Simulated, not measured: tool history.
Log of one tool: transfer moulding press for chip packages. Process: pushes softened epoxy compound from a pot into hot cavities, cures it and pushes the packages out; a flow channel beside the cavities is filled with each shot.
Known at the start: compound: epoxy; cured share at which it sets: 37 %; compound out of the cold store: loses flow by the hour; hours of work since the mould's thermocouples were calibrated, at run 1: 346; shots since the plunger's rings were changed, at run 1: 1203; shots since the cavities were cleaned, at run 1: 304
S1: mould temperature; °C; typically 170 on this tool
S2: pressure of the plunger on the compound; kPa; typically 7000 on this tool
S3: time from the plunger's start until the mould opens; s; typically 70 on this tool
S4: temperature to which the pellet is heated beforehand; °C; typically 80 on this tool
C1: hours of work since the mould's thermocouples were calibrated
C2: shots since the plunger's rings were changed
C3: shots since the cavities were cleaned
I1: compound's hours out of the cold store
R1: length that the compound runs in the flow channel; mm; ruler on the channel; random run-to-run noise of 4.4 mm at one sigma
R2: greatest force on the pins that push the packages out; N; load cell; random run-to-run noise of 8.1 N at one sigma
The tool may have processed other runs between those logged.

run,hour,S1,S2,S3,S4,C1,C2,C3,I1,R1,R2
1,0,170,7000,70,80,346,1203,304,14.7,760,540
2,14.7,170,7000,70,80,355,1430,531,14.4,756,580
# hour 21.6: cavities cleaned with cleaning compound and waxed
3,29.1,170,7000,70,80,363,1630,116,40.2,685,419
4,36.7,170,7000,70,80,367,1748,234,35.3,705,486
5,49.8,170,7000,70,80,375,1949,435,22.7,736,576
6,58.1,170,7000,70,80,380,2079,565,17.8,744,599
# hour 61.6: mould's thermocouples calibrated
# hour 63.9: cavities cleaned with cleaning compound and waxed
7,76.8,170,7000,70,80,8,2314,200,24.1,728,497
8,90.5,170,8470,70,80,16,2525,411,9.2,847,590
# hour 104.7: cavities cleaned with cleaning compound and waxed
9,105.4,172,6090,80,89,24,2733,11,47.8,618,268
10,116.1,174,5590,97,89,31,2898,176,26.4,619,313
11,130,170,6490,70,82,39,3113,391,14.2,716,554
# hour 134.4: mould's thermocouples calibrated, once more
12,143.7,170,6490,70,82,6,3294,572,39.5,654,522
# hour 147.8: cavities cleaned with cleaning compound and waxed
13,158.1,174,6190,96,82,13,3494,159,46.6,612,320
14,167.4,174,8320,60,90,19,3638,303,41,713,476
15,180,167,5430,52,84,26,3833,498,43.6,596,1220

Branching from run 15: 4 alternative next runs. What would each branch give?
# hour 188.4: cavities cleaned with cleaning compound and waxed
A,189.9,167,6210,70,80,31,3963,25,14,?,?
# hour 188.4: cavities cleaned with cleaning compound and waxed
B,189.9,173,5910,52,84,31,3963,25,20,?,?
# hour 188.4: cavities cleaned with cleaning compound and waxed
C,189.9,170,7000,101,80,31,3963,25,34.3,?,?
# hour 188.4: cavities cleaned with cleaning compound and waxed
D,189.9,170,7740,70,80,31,3963,25,33.2,?,?

run,R1,R2
A,698,484
B,647,609
C,676,280
D,723,364
Had the tool no hidden state, the same runs would have come out as:
run,R1,R2
A,744,469
B,689,589
C,721,262
D,770,350

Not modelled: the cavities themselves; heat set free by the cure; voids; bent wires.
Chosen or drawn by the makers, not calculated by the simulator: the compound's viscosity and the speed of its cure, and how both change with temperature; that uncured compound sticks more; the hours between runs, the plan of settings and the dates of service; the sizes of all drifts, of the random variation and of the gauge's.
